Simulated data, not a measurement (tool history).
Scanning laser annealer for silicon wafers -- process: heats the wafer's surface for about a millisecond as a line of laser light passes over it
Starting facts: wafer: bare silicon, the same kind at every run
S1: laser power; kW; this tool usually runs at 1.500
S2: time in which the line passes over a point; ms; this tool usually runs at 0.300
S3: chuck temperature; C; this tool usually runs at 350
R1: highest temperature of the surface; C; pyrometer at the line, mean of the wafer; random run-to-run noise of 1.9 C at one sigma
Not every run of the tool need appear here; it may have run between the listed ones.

| run | hour | S1 | S2 | S3 | R1 |
|---|---|---|---|---|---|
| 1 | 0.0 | 1.500 | 0.300 | 350 | 1081 |
| 2 | 28.5 | 1.500 | 0.300 | 350 | 1075 |
|  | 47.8 | window over the wafer cleaned |
| 3 | 77.0 | 1.500 | 0.300 | 350 | 1103 |
| 4 | 107.6 | 1.500 | 0.300 | 350 | 1100 |
| 5 | 157.4 | 1.500 | 0.300 | 350 | 1099 |
| 6 | 189.1 | 1.500 | 0.300 | 350 | 1096 |
| 7 | 239.9 | 1.500 | 0.300 | 350 | 1095 |
| 8 | 289.6 | 1.500 | 0.300 | 350 | 1092 |
| 9 | 319.3 | 1.335 | 0.300 | 350 | 1003 |
| 10 | 377.1 | 1.297 | 0.300 | 350 | 982 |
| 11 | 439.1 | 1.297 | 0.300 | 350 | 975 |
| 12 | 494.8 | 1.297 | 0.300 | 350 | 972 |
| 13 | 530.6 | 1.297 | 0.300 | 350 | 971 |
|  | 544.3 | window over the wafer cleaned |
| 14 | 584.7 | 1.297 | 0.300 | 350 | 990 |
| 15 | 615.2 | 1.297 | 0.300 | 350 | 990 |
| 16 | 652.1 | 1.389 | 0.300 | 350 | 1034 |
| 17 | 707.4 | 1.500 | 0.300 | 350 | 1092 |
| 18 | 753.4 | 1.500 | 0.289 | 350 | 1077 |
| 19 | 781.0 | 1.500 | 0.262 | 350 | 1039 |
| 20 | 815.5 | 1.500 | 0.262 | 350 | 1037 |
| 21 | 871.9 | 1.500 | 0.262 | 350 | 1034 |
| 22 | 922.2 | 1.500 | 0.251 | 331 | 998 |
| 23 | 961.3 | 1.500 | 0.367 | 350 | 1151 |
| 24 | 991.1 | 1.500 | 0.217 | 316 | 935 |
| 25 | 1017.7 | 1.500 | 0.217 | 316 | 935 |
|  | 1040.4 | window over the wafer cleaned |
| 26 | 1065.5 | 1.348 | 0.222 | 324 | 901 |
| 27 | 1098.2 | 1.357 | 0.222 | 341 | 916 |
| 28 | 1143.3 | 1.459 | 0.212 | 350 | 958 |
| 29 | 1183.4 | 1.500 | 0.224 | 358 | 998 |
| 30 | 1245.8 | 1.500 | 0.224 | 358 | 996 |
| 31 | 1273.1 | 1.500 | 0.269 | 383 | 1080 |
| 32 | 1318.2 | 1.500 | 0.269 | 383 | 1074 |
| 33 | 1358.6 | 1.448 | 0.216 | 325 | 921 |
| 34 | 1392.0 | 1.379 | 0.216 | 337 | 903 |
| 35 | 1425.4 | 1.500 | 0.300 | 348 | 1069 |
| 36 | 1482.5 | 1.500 | 0.300 | 348 | 1069 |
| 37 | 1509.9 | 1.532 | 0.298 | 350 | 1085 |
|  | 1537.8 | window over the wafer cleaned |
| 38 | 1569.4 | 1.425 | 0.300 | 350 | 1054 |
| 39 | 1618.4 | 1.500 | 0.233 | 327 | 982 |
| 40 | 1669.5 | 1.647 | 0.308 | 327 | 1153 |
| 41 | 1723.4 | 1.500 | 0.300 | 352 | 1088 |

Each row is a separate what-if for the run after 41, all from the same tool condition, not one after another. Results?
| A | 1748.9 | 1.575 | 0.300 | 352 | ? |
| B | 1748.9 | 1.546 | 0.312 | 319 | ? |
| C | 1748.9 | 1.458 | 0.221 | 321 | ? |
| D | 1748.9 | 1.521 | 0.300 | 334 | ? |

| run | R1 |
|---|---|
| A | 1124 |
| B | 1089 |
| C | 931 |
| D | 1076 |
With the hidden condition removed and each run's random variation left untouched, the same runs would have given:
| run | R1 |
|---|---|
| A | 1156 |
| B | 1121 |
| C | 957 |
| D | 1108 |

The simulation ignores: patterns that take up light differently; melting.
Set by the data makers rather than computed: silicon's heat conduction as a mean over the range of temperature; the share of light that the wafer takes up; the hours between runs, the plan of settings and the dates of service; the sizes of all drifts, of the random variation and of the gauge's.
